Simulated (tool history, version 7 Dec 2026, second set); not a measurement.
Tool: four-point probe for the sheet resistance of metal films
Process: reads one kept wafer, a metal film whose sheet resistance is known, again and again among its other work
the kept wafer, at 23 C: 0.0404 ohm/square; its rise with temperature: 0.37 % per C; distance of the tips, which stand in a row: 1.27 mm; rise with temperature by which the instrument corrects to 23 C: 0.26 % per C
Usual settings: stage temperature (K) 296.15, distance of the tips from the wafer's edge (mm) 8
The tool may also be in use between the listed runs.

| run | hour | stage temperature (K) | distance of the tips from the wafer's edge (mm) | sheet resistance as the instrument gives it (ohm/square) |
|---|---|---|---|---|
| 1 | 0 | 296.15 | 8 | 0.040864 |
| 2 | 45.5 | 308.15 | 8 | 0.041396 |
| 3 | 97.9 | 308.15 | 8 | 0.04141 |
| 4 | 138.8 | 308.15 | 8 | 0.041405 |
| 5 | 202.2 | 298.15 | 8 | 0.040944 |
| 6 | 237.3 | 298.15 | 8 | 0.040945 |
| 7 | 277.1 | 298.15 | 8 | 0.040949 |
| 8 | 332.1 | 296.15 | 8 | 0.040875 |
| 9 | 386.2 | 296.15 | 8 | 0.040869 |
| 10 | 426.9 | 296.15 | 16 | 0.04047 |
| 11 | 480.5 | 302.15 | 8 | 0.041157 |
| 12 | 544.1 | 302.15 | 8 | 0.041152 |
| 13 | 585.2 | 302.15 | 8 | 0.041171 |
| 14 | 626.8 | 296.15 | 12 | 0.040585 |
| 15 | 656.1 | 296.15 | 12 | 0.040611 |
| 16 | 708.7 | 296.15 | 12 | 0.040591 |
| 17 | 764.1 | 293.15 | 12 | 0.040463 |
| 18 | 821 | 293.15 | 12 | 0.040457 |
| 19 | 848.1 | 300.15 | 8 | 0.04108 |
| 20 | 886.6 | 300.15 | 8 | 0.041097 |
| 21 | 924.7 | 300.15 | 8 | 0.041089 |
| 22 | 974.4 | 300.15 | 8 | 0.041105 |
| 23 | 1003.3 | 307.15 | 8 | 0.041407 |
| 24 | 1058.6 | 307.15 | 8 | 0.041408 |
|  | 1063.7 | stage's thermometer calibrated |
| 25 | 1119.5 | 293.15 | 57 | 0.040237 |
| 26 | 1148.1 | 296.15 | 11 | 0.040658 |
| 27 | 1198.4 | 307.15 | 24 | 0.040927 |
| 28 | 1232.9 | 305.15 | 20 | 0.040871 |
| 29 | 1295.4 | 303.15 | 68 | 0.040694 |
|  | 1341.1 | stage's thermometer calibrated, once more |
| 30 | 1356.4 | 294.15 | 42 | 0.040355 |
| 31 | 1405.6 | 294.15 | 42 | 0.040362 |
| 32 | 1446.6 | 292.15 | 38 | 0.040273 |
| 33 | 1485.8 | 302.15 | 22 | 0.040772 |
| 34 | 1537.1 | 291.15 | 17 | 0.040328 |
| 35 | 1575.1 | 295.15 | 5 | 0.041732 |
| 36 | 1617.8 | 295.15 | 5 | 0.041758 |
| 37 | 1662.7 | 300.15 | 64 | 0.040636 |
| 38 | 1709.2 | 300.15 | 64 | 0.040639 |
| 39 | 1752.3 | 300.15 | 8 | 0.041176 |
| 40 | 1809.5 | 301.15 | 7 | 0.041382 |
| 41 | 1874.3 | 296.15 | 8 | 0.041001 |
| 42 | 1932.5 | 294.15 | 31 | 0.040395 |
| 43 | 1963 | 295.15 | 31 | 0.040459 |
| 44 | 2004.8 | 307.15 | 32 | 0.040991 |

Hidden state or all else? Some run-to-run changes of sheet resistance as the instrument gives it (ohm/square), split into what the settings, what came in and random variation would give without the hidden state, and what is left for the hidden state (with any gauge scatter that isn't in both results):
The hidden state here: inner tips' distance over the nominal, %; tips' flats over new ones', %; wafer's true temperature over the reading, C; drift of the gauge itself on sheet_ohm, %.
Run 7 -> 8: stage temperature (K) 298.15 -> 296.15. sheet resistance as the instrument gives it (ohm/square) -0.000074: hidden state +0.000005, all else -0.000079.
Run 24 -> 25: stage temperature (K) 307.15 -> 293.15, distance of the tips from the wafer's edge (mm) 8 -> 57, stage's thermometer calibrated. sheet resistance as the instrument gives it (ohm/square) -0.001171: hidden state -0.000018, all else -0.001153.
Run 29 -> 30: stage temperature (K) 303.15 -> 294.15, distance of the tips from the wafer's edge (mm) 68 -> 42, stage's thermometer calibrated, once more. sheet resistance as the instrument gives it (ohm/square) -0.000339: hidden state +0.00005, all else -0.000389.
Run 34 -> 35: stage temperature (K) 291.15 -> 295.15, distance of the tips from the wafer's edge (mm) 17 -> 5. sheet resistance as the instrument gives it (ohm/square) +0.001404: hidden state +0.000004, all else +0.0014.
Run 36 -> 37: stage temperature (K) 295.15 -> 300.15, distance of the tips from the wafer's edge (mm) 5 -> 64. sheet resistance as the instrument gives it (ohm/square) -0.001122: hidden state +0.000003, all else -0.001125.

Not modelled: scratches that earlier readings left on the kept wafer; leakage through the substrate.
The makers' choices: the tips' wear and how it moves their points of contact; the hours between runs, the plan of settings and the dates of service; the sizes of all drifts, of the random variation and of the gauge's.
